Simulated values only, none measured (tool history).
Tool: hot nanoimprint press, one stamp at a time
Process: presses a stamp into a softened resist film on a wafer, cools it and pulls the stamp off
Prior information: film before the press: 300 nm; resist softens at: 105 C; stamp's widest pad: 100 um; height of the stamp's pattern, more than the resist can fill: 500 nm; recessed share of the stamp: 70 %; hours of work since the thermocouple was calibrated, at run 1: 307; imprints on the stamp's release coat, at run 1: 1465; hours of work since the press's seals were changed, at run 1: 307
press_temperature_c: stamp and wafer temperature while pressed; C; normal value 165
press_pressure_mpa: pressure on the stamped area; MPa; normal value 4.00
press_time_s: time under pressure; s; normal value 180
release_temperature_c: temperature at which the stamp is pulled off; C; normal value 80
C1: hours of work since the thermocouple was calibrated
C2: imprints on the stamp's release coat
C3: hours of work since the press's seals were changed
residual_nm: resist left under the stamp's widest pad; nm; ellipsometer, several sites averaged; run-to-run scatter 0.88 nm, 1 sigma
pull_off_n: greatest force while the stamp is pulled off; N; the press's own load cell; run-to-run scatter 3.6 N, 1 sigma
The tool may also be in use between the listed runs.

run 1 hour=0.0 | press_temperature_c=165 press_pressure_mpa=4.00 press_time_s=180 release_temperature_c=80 | C1=307 C2=1465 C3=307 | residual_nm=129.3 pull_off_n=221
run 2 hour=23.8 | press_temperature_c=165 press_pressure_mpa=4.00 press_time_s=218 release_temperature_c=80 | C1=317 C2=1505 C3=317 | residual_nm=120.2 pull_off_n=219
run 3 hour=36.9 | press_temperature_c=165 press_pressure_mpa=4.00 press_time_s=218 release_temperature_c=80 | C1=323 C2=1527 C3=323 | residual_nm=119.5 pull_off_n=220
run 4 hour=57.4 | press_temperature_c=165 press_pressure_mpa=4.00 press_time_s=218 release_temperature_c=80 | C1=332 C2=1561 C3=332 | residual_nm=118.6 pull_off_n=235
run 5 hour=81.1 | press_temperature_c=165 press_pressure_mpa=4.00 press_time_s=180 release_temperature_c=80 | C1=342 C2=1601 C3=342 | residual_nm=130.1 pull_off_n=238
-- hour=106.2 plate thermocouple calibrated
run 6 hour=107.8 | press_temperature_c=165 press_pressure_mpa=4.00 press_time_s=180 release_temperature_c=80 | C1=1 C2=1641 C3=352 | residual_nm=137.7 pull_off_n=238
run 7 hour=136.5 | press_temperature_c=165 press_pressure_mpa=4.00 press_time_s=180 release_temperature_c=80 | C1=13 C2=1689 C3=364 | residual_nm=137.5 pull_off_n=247
run 8 hour=164.2 | press_temperature_c=165 press_pressure_mpa=4.00 press_time_s=180 release_temperature_c=80 | C1=25 C2=1735 C3=376 | residual_nm=136.5 pull_off_n=237
run 9 hour=178.9 | press_temperature_c=165 press_pressure_mpa=4.00 press_time_s=180 release_temperature_c=80 | C1=31 C2=1760 C3=382 | residual_nm=137.1 pull_off_n=250
run 10 hour=191.9 | press_temperature_c=165 press_pressure_mpa=4.00 press_time_s=180 release_temperature_c=80 | C1=37 C2=1781 C3=388 | residual_nm=136.7 pull_off_n=241
run 11 hour=208.4 | press_temperature_c=165 press_pressure_mpa=4.00 press_time_s=180 release_temperature_c=80 | C1=44 C2=1809 C3=395 | residual_nm=137.4 pull_off_n=241
run 12 hour=229.2 | press_temperature_c=165 press_pressure_mpa=4.00 press_time_s=180 release_temperature_c=80 | C1=53 C2=1844 C3=404 | residual_nm=135.5 pull_off_n=246
run 13 hour=248.6 | press_temperature_c=165 press_pressure_mpa=4.00 press_time_s=180 release_temperature_c=80 | C1=61 C2=1876 C3=412 | residual_nm=136.5 pull_off_n=260
run 14 hour=263.3 | press_temperature_c=165 press_pressure_mpa=4.00 press_time_s=180 release_temperature_c=80 | C1=67 C2=1901 C3=418 | residual_nm=136.0 pull_off_n=254
run 15 hour=279.0 | press_temperature_c=165 press_pressure_mpa=4.00 press_time_s=180 release_temperature_c=80 | C1=74 C2=1927 C3=425 | residual_nm=136.0 pull_off_n=254
run 16 hour=297.3 | press_temperature_c=165 press_pressure_mpa=4.00 press_time_s=180 release_temperature_c=80 | C1=82 C2=1958 C3=433 | residual_nm=134.8 pull_off_n=246
run 17 hour=314.0 | press_temperature_c=165 press_pressure_mpa=4.00 press_time_s=180 release_temperature_c=80 | C1=89 C2=1985 C3=440 | residual_nm=136.6 pull_off_n=259
-- hour=330.6 stamp cleaned and given a new release coat
run 18 hour=343.6 | press_temperature_c=165 press_pressure_mpa=4.00 press_time_s=180 release_temperature_c=80 | C1=99 C2=22 C3=450 | residual_nm=135.0 pull_off_n=165
run 19 hour=372.3 | press_temperature_c=165 press_pressure_mpa=4.00 press_time_s=120 release_temperature_c=66 | C1=111 C2=70 C3=462 | residual_nm=158.5 pull_off_n=232
run 20 hour=389.2 | press_temperature_c=165 press_pressure_mpa=4.00 press_time_s=120 release_temperature_c=66 | C1=118 C2=98 C3=470 | residual_nm=157.3 pull_off_n=224
run 21 hour=414.9 | press_temperature_c=165 press_pressure_mpa=4.00 press_time_s=120 release_temperature_c=69 | C1=129 C2=141 C3=481 | residual_nm=157.9 pull_off_n=224
run 22 hour=426.8 | press_temperature_c=163 press_pressure_mpa=4.36 press_time_s=201 release_temperature_c=80 | C1=134 C2=161 C3=486 | residual_nm=140.0 pull_off_n=175
run 23 hour=445.5 | press_temperature_c=164 press_pressure_mpa=4.29 press_time_s=201 release_temperature_c=69 | C1=142 C2=192 C3=494 | residual_nm=134.5 pull_off_n=227
run 24 hour=464.4 | press_temperature_c=175 press_pressure_mpa=2.73 press_time_s=142 release_temperature_c=78 | C1=151 C2=224 C3=502 | residual_nm=92.0 pull_off_n=189
run 25 hour=481.5 | press_temperature_c=170 press_pressure_mpa=4.47 press_time_s=142 release_temperature_c=75 | C1=158 C2=253 C3=509 | residual_nm=101.1 pull_off_n=196
run 26 hour=505.4 | press_temperature_c=164 press_pressure_mpa=4.47 press_time_s=219 release_temperature_c=75 | C1=168 C2=293 C3=519 | residual_nm=124.6 pull_off_n=206
run 27 hour=529.7 | press_temperature_c=164 press_pressure_mpa=4.47 press_time_s=219 release_temperature_c=75 | C1=178 C2=333 C3=530 | residual_nm=126.4 pull_off_n=215
run 28 hour=550.5 | press_temperature_c=166 press_pressure_mpa=4.60 press_time_s=219 release_temperature_c=75 | C1=187 C2=368 C3=539 | residual_nm=108.2 pull_off_n=202
run 29 hour=570.4 | press_temperature_c=166 press_pressure_mpa=4.60 press_time_s=219 release_temperature_c=75 | C1=196 C2=401 C3=547 | residual_nm=107.5 pull_off_n=207

What if the next run were any one of these 3? Each begins from the tool's condition after run 29:
run A hour=598.1 | press_temperature_c=165 press_pressure_mpa=4.00 press_time_s=152 release_temperature_c=88 | C1=208 C2=448 C3=559 | residual_nm=? pull_off_n=?
run B hour=598.1 | press_temperature_c=174 press_pressure_mpa=4.00 press_time_s=308 release_temperature_c=67 | C1=208 C2=448 C3=559 | residual_nm=? pull_off_n=?
run C hour=598.1 | press_temperature_c=168 press_pressure_mpa=4.60 press_time_s=106 release_temperature_c=75 | C1=208 C2=448 C3=559 | residual_nm=? pull_off_n=?

run=A residual_nm=139.8 pull_off_n=145
run=B residual_nm=57.1 pull_off_n=246
run=C residual_nm=127.7 pull_off_n=201
Without the tool's hidden state the same runs would have given:
run=A residual_nm=146.2 pull_off_n=134
run=B residual_nm=59.8 pull_off_n=226
run=C residual_nm=133.2 pull_off_n=185
